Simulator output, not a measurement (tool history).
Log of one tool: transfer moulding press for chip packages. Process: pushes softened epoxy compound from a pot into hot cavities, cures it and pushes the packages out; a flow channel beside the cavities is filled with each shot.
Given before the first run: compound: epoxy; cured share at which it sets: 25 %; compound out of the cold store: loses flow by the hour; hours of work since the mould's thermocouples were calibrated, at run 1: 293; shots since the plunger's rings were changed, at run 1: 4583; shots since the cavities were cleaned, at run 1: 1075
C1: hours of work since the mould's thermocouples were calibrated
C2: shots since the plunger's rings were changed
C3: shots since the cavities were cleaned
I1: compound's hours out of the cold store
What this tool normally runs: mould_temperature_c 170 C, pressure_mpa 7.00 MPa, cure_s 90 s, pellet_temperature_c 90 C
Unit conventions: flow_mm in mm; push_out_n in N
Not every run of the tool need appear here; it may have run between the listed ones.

Run 1, hour 0.0: usual settings; C1 293; C2 4583; C3 1075; I1 35.0. Result: flow_mm 809 mm, push_out_n 213 N.
At hour 12.9: plunger's sealing rings changed.
At hour 14.4: cavities cleaned with cleaning compound and waxed.
Run 2, hour 64.7: usual settings; C1 328; C2 569; C3 569; I1 14.0. Result: flow_mm 923 mm, push_out_n 217 N.
Run 3, hour 103.6: usual settings; C1 350; C2 1010; C3 1010; I1 33.9. Result: flow_mm 817 mm, push_out_n 216 N.
At hour 121.6: cavities cleaned with cleaning compound and waxed.
Run 4, hour 150.3: usual settings but pellet_temperature_c 94 C; C1 376; C2 1522; C3 325; I1 20.6. Result: flow_mm 892 mm, push_out_n 229 N.
Run 5, hour 200.5: usual settings; C1 405; C2 2090; C3 893; I1 44.2. Result: flow_mm 758 mm, push_out_n 220 N.
At hour 228.7: cavities cleaned with cleaning compound and waxed.
Run 6, hour 234.4: usual settings; C1 424; C2 2457; C3 64; I1 14.1. Result: flow_mm 922 mm, push_out_n 230 N.
Run 7, hour 269.2: usual settings but pressure_mpa 5.29 MPa; C1 444; C2 2851; C3 458; I1 8.8. Result: flow_mm 836 mm, push_out_n 230 N.
Run 8, hour 298.4: usual settings but pressure_mpa 5.29 MPa; C1 461; C2 3181; C3 788; I1 15.1. Result: flow_mm 805 mm, push_out_n 223 N.
Run 9, hour 331.6: usual settings but pressure_mpa 5.29 MPa; C1 480; C2 3558; C3 1165; I1 38.6. Result: flow_mm 694 mm, push_out_n 227 N.
At hour 336.8: cavities cleaned with cleaning compound and waxed.
Run 10, hour 394.6: usual settings but pressure_mpa 5.29 MPa; C1 515; C2 4255; C3 655; I1 13.6. Result: flow_mm 813 mm, push_out_n 224 N.
At hour 439.1: plunger's sealing rings changed.
At hour 444.9: cavities cleaned with cleaning compound and waxed.
Run 11, hour 447.9: usual settings but pellet_temperature_c 88 C; C1 544; C2 83; C3 34; I1 37.0. Result: flow_mm 802 mm, push_out_n 214 N.
Run 12, hour 486.5: usual settings but pressure_mpa 7.81 MPa, pellet_temperature_c 88 C; C1 566; C2 519; C3 470; I1 32.6. Result: flow_mm 876 mm, push_out_n 224 N.
At hour 505.8: mould's thermocouples calibrated.
Run 13, hour 546.7: usual settings but pressure_mpa 7.81 MPa, pellet_temperature_c 88 C; C1 24; C2 1179; C3 1130; I1 30.0. Result: flow_mm 891 mm, push_out_n 222 N.
At hour 556.8: cavities cleaned with cleaning compound and waxed.
Run 14, hour 577.3: usual settings; C1 40; C2 1508; C3 232; I1 39.2. Result: flow_mm 783 mm, push_out_n 212 N.
Run 15, hour 614.3: usual settings; C1 62; C2 1927; C3 651; I1 46.0. Result: flow_mm 755 mm, push_out_n 227 N.
At hour 666.1: cavities cleaned with cleaning compound and waxed.
Run 16, hour 672.4: usual settings but cure_s 77 s, pellet_temperature_c 86 C; C1 94; C2 2568; C3 71; I1 36.7. Result: flow_mm 801 mm, push_out_n 275 N.
Run 17, hour 736.8: usual settings but cure_s 77 s, pellet_temperature_c 86 C; C1 131; C2 3297; C3 800; I1 40.0. Result: flow_mm 789 mm, push_out_n 269 N.
At hour 776.0: cavities cleaned with cleaning compound and waxed.
Run 18, hour 792.7: usual settings but pressure_mpa 7.68 MPa; C1 163; C2 3913; C3 189; I1 31.3. Result: flow_mm 871 mm, push_out_n 216 N.
Run 19, hour 851.3: usual settings but mould_temperature_c 175 C, pressure_mpa 5.25 MPa, cure_s 80 s; C1 197; C2 4576; C3 852; I1 16.7. Result: flow_mm 776 mm, push_out_n 215 N.
At hour 865.1: plunger's sealing rings changed.
At hour 887.4: cavities cleaned with cleaning compound and waxed.
Run 20, hour 922.1: usual settings but mould_temperature_c 173 C, pressure_mpa 5.25 MPa, cure_s 77 s; C1 235; C2 630; C3 394; I1 13.8. Result: flow_mm 806 mm, push_out_n 246 N.
Run 21, hour 977.6: usual settings but mould_temperature_c 166 C, pressure_mpa 6.11 MPa, cure_s 99 s, pellet_temperature_c 85 C; C1 267; C2 1258; C3 1022; I1 19.3. Result: flow_mm 852 mm, push_out_n 237 N.
At hour 993.3: cavities cleaned with cleaning compound and waxed.
Run 22, hour 1010.0: usual settings but mould_temperature_c 175 C, pressure_mpa 7.58 MPa, pellet_temperature_c 93 C; C1 285; C2 1608; C3 189; I1 12.1. Result: flow_mm 957 mm, push_out_n 206 N.
Run 23, hour 1047.5: usual settings but mould_temperature_c 175 C, pressure_mpa 7.58 MPa, pellet_temperature_c 93 C; C1 306; C2 2032; C3 613; I1 33.3. Result: flow_mm 845 mm, push_out_n 211 N.
At hour 1100.6: cavities cleaned with cleaning compound and waxed.
Run 24, hour 1117.7: usual settings but mould_temperature_c 175 C, pressure_mpa 5.82 MPa, cure_s 112 s, pellet_temperature_c 84 C; C1 346; C2 2810; C3 193; I1 25.7. Result: flow_mm 778 mm, push_out_n 191 N.
Run 25, hour 1158.3: usual settings but pressure_mpa 7.56 MPa, cure_s 86 s; C1 369; C2 3270; C3 653; I1 37.8. Result: flow_mm 834 mm, push_out_n 242 N.
Run 26, hour 1189.0: usual settings but cure_s 124 s, pellet_temperature_c 87 C; C1 387; C2 3617; C3 1000; I1 15.5. Result: flow_mm 917 mm, push_out_n 207 N.
At hour 1208.4: cavities cleaned with cleaning compound and waxed.
Run 27, hour 1252.9: usual settings but cure_s 124 s, pellet_temperature_c 87 C; C1 423; C2 4324; C3 504; I1 47.0. Result: flow_mm 749 mm, push_out_n 200 N.

Alternative continuations, all from the tool just after run 27; predict every row:
At hour 1286.8: plunger's sealing rings changed.
At hour 1316.0: cavities cleaned with cleaning compound and waxed.
Run A, hour 1316.0: usual settings but pressure_mpa 7.54 MPa, cure_s 103 s, pellet_temperature_c 96 C; C1 457; C2 313; C3 0; I1 41.7. Result: flow_mm ?, push_out_n ?.
At hour 1286.8: plunger's sealing rings changed.
At hour 1316.0: cavities cleaned with cleaning compound and waxed.
Run B, hour 1316.0: usual settings but mould_temperature_c 171 C; C1 457; C2 313; C3 0; I1 29.7. Result: flow_mm ?, push_out_n ?.
At hour 1286.8: plunger's sealing rings changed.
At hour 1316.0: cavities cleaned with cleaning compound and waxed.
Run C, hour 1316.0: usual settings but mould_temperature_c 172 C; C1 457; C2 313; C3 0; I1 31.6. Result: flow_mm ?, push_out_n ?.

run  flow_mm  push_out_n
  A      803         197
  B      834         213
  C      822         205
Stripped of hidden state, with their random variation kept, the same runs would have yielded:
run  flow_mm  push_out_n
  A      803         197
  B      834         213
  C      822         205

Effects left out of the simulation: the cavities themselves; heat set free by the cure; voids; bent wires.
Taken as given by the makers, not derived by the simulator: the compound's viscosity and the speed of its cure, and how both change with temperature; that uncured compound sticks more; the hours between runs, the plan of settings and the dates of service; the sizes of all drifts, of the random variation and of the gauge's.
